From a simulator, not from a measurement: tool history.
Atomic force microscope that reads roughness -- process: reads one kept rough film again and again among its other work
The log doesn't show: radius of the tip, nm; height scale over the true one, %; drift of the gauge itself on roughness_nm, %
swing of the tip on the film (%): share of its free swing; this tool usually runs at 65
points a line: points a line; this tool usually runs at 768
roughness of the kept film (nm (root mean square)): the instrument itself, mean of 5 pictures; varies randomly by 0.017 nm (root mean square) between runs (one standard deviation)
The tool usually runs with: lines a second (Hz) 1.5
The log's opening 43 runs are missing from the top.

run,hour,lines a second (Hz),swing of the tip on the film (%),points a line,pictures with this tip,hours of work since the height scale was calibrated,roughness of the kept film (nm (root mean square))
44,397.4,0.94,65,768,206,254,3.941
45,403.3,2.13,61,768,211,256,3.909
46,414.6,1.5,70,350,222,261,3.859
47,421.7,1.5,80,768,229,264,3.779
# hour 425.1: new tip fitted
48,434.3,0.82,65,360,8,269,4.203
49,446.7,0.98,72,291,20,274,4.12
50,457.5,0.66,62,402,31,278,4.179
51,469.1,0.66,57,349,42,283,4.187

Consider 4 possible next runs. They are alternatives, not a sequence: every one starts from the tool as it was left by run 51. What does each give?
A,476.4,2.82,65,768,49,286,?
B,476.4,0.5,75,504,49,286,?
C,476.4,1.62,81,349,49,286,?
D,476.4,0.66,65,349,49,286,?

run,roughness of the kept film (nm (root mean square))
A,4.022
B,4.122
C,3.904
D,4.146
What these runs would have given with no unlogged condition in the tool:
run,roughness of the kept film (nm (root mean square))
A,4.108
B,4.209
C,3.987
D,4.235
